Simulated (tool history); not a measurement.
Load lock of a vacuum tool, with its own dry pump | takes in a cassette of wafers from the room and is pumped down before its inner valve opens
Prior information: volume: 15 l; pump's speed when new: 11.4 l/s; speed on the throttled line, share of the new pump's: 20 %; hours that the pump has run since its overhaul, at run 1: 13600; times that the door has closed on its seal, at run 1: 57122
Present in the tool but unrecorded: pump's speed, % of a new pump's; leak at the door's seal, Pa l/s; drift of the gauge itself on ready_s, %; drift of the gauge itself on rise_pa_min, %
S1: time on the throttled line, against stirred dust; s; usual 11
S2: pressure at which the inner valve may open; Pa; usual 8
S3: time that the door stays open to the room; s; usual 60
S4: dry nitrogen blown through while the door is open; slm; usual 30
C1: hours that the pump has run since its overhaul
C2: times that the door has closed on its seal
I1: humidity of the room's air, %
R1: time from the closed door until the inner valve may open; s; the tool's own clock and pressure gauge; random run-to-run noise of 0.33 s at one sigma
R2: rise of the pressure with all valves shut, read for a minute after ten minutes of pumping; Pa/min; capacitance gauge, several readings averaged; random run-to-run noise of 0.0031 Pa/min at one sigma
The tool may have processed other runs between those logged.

{"run": 1, "hour": 0.0, "S1": 11, "S2": 8, "S3": 60, "S4": 30, "C1": 13600, "C2": 57122, "I1": 47.6, "R1": 23.3, "R2": 0.378}
{"run": 2, "hour": 406.3, "S1": 11, "S2": 8, "S3": 111, "S4": 30, "C1": 14006, "C2": 58105, "I1": 45.4, "R1": 24.0, "R2": 0.407}
{"run": 3, "hour": 940.3, "S1": 11, "S2": 8, "S3": 60, "S4": 30, "C1": 14540, "C2": 59398, "I1": 46.9, "R1": 23.1, "R2": 0.408}
{"run": 4, "hour": 1295.7, "S1": 11, "S2": 8, "S3": 60, "S4": 30, "C1": 14896, "C2": 60258, "I1": 45.4, "R1": 23.6, "R2": 0.411}
{"run": 5, "hour": 1706.7, "S1": 11, "S2": 8, "S3": 60, "S4": 30, "C1": 15307, "C2": 61253, "I1": 44.1, "R1": 23.7, "R2": 0.415}
{"run": 6, "hour": 2283.0, "S1": 11, "S2": 8, "S3": 60, "S4": 30, "C1": 15883, "C2": 62648, "I1": 42.7, "R1": 23.9, "R2": 0.425}
{"run": 7, "hour": 2586.1, "S1": 11, "S2": 8, "S3": 104, "S4": 20, "C1": 16186, "C2": 63381, "I1": 43.6, "R1": 24.2, "R2": 0.475}
{"run": 8, "hour": 3082.2, "S1": 11, "S2": 8, "S3": 104, "S4": 20, "C1": 16682, "C2": 64582, "I1": 49.4, "R1": 24.1, "R2": 0.501}

Run 9 is up next; what results do you expect?
{"run": 9, "hour": 3580.1, "S1": 11, "S2": 15, "S3": 60, "S4": 30, "C1": 17180, "C2": 65787, "I1": 47.4, "R1": "?", "R2": "?"}

Logged for run 9: R1 23.0 s, R2 0.475 Pa/min.
Were there no unlogged condition in the tool, this run, its random variation unchanged, would have produced R1 20.5 s, R2 0.079 Pa/min.
